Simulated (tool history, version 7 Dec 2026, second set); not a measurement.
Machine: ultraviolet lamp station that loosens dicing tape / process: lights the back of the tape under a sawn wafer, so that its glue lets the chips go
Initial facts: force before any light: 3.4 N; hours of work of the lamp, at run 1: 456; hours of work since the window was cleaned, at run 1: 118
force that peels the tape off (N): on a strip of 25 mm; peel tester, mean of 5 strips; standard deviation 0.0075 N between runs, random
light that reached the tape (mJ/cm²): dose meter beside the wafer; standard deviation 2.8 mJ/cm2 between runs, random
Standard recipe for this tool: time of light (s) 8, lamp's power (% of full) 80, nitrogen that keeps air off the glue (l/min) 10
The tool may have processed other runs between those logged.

run   hour  time of light (s)  lamp's power (% of full)  nitrogen that keeps air off the glue (l/min)  hours of work of the lamp  hours of work since the window was cleaned  force that peels the tape off (N)  light that reached the tape (mJ/cm²)
  1    0.0                  8                        80                                            10                        456                                         118                              0.277                                   385
  2   30.4                  8                        80                                            10                        479                                         141                              0.292                                   388
  3   66.1                  8                        80                                            10                        506                                         168                              0.292                                   386
  4   90.4                  8                        80                                            10                        525                                         187                              0.296                                   386
  5  120.6                  8                        80                                            10                        548                                         210                              0.290                                   393
  6  145.1                  8                        80                                            10                        567                                         229                              0.292                                   382
  7  182.0                  8                        94                                            10                        595                                         257                              0.262                                   448
  8  207.4                  8                        77                                            10                        615                                         276                              0.300                                   374
  9  238.5                  8                        77                                            10                        638                                         300                              0.315                                   368
     245.1  -- lamp changed
 10  274.3                  5                        97                                             3                         22                                         327                              0.742                                   296
 11  310.4                  5                        97                                             3                         50                                         354                              0.764                                   298
 12  347.8                  5                        97                                             3                         79                                         383                              0.730                                   295
 13  372.0                  5                        97                                             3                         97                                         402                              0.760                                   297
 14  395.7                 15                        84                                            17                        115                                         420                              0.230                                   770

Entry by entry between the runs, the difference in hidden state between the last listed run before and the first listed run after:
In the gap between runs 9 and 10: lamp changed (hour 245.1)
  lamp's light, % of a new lamp's: 99.8 -> 100
